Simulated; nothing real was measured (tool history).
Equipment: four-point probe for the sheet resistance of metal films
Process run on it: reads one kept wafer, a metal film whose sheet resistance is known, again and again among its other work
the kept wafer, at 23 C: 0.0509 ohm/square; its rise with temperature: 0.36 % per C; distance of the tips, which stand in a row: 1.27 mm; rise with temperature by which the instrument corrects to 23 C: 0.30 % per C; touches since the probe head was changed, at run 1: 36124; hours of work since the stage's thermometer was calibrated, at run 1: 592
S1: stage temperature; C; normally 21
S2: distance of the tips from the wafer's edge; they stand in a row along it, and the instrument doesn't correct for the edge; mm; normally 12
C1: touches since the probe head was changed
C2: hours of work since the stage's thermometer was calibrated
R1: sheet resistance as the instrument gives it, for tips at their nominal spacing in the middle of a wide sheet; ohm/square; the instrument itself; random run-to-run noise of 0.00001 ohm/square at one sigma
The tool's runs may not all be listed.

run    hour  S1  S2     C1    C2        R1
  1     0.0  21  12  36124   592  0.051131
  2   100.0  21  12  38314   651  0.051150
  3   212.5  21  12  40780   716  0.051133
  4   298.8  21  12  42672   767  0.051148
  5   359.9  25  12  44010   803  0.051280
  6   455.7  18  12  46111   859  0.051034
  7   531.7  18  12  47776   903  0.051014
  8   624.5  18   6  49809   958  0.051921
  9   724.3  18   6  51996  1016  0.051934
 10   796.4  18   6  53577  1058  0.051926
 11   861.4  18   6  55000  1096  0.051922
 12   922.5  19  23  56341  1132  0.050855
 13  1032.3  19  23  58746  1197  0.050860
 14  1093.1  25  54  60078  1232  0.050980
 15  1166.4  20  15  61685  1275  0.051012
 16  1268.7  20  15  63927  1335  0.051017
 17  1321.2  29  56  65076  1366  0.051114
 18  1424.4  31  47  67338  1426  0.051164
 19  1508.0  34   4  69171  1475  0.053875
 20  1622.3  31   6  71676  1542  0.052372

Below are 5 alternative next runs, each starting from the tool's condition after run 20. Predict each:
  A  1695.8  21   6  73286  1585   ?
  B  1695.8  34   3  73286  1585   ?
  C  1695.8  18  12  73286  1585   ?
  D  1695.8  31  15  73286  1585   ?
  E  1695.8  31  14  73286  1585   ?

run        R1
  A  0.052020
  B  0.055719
  C  0.051038
  D  0.051337
  E  0.051387
With no hidden state in the tool, these same runs would have given:
run        R1
  A  0.052023
  B  0.055723
  C  0.051041
  D  0.051340
  E  0.051391
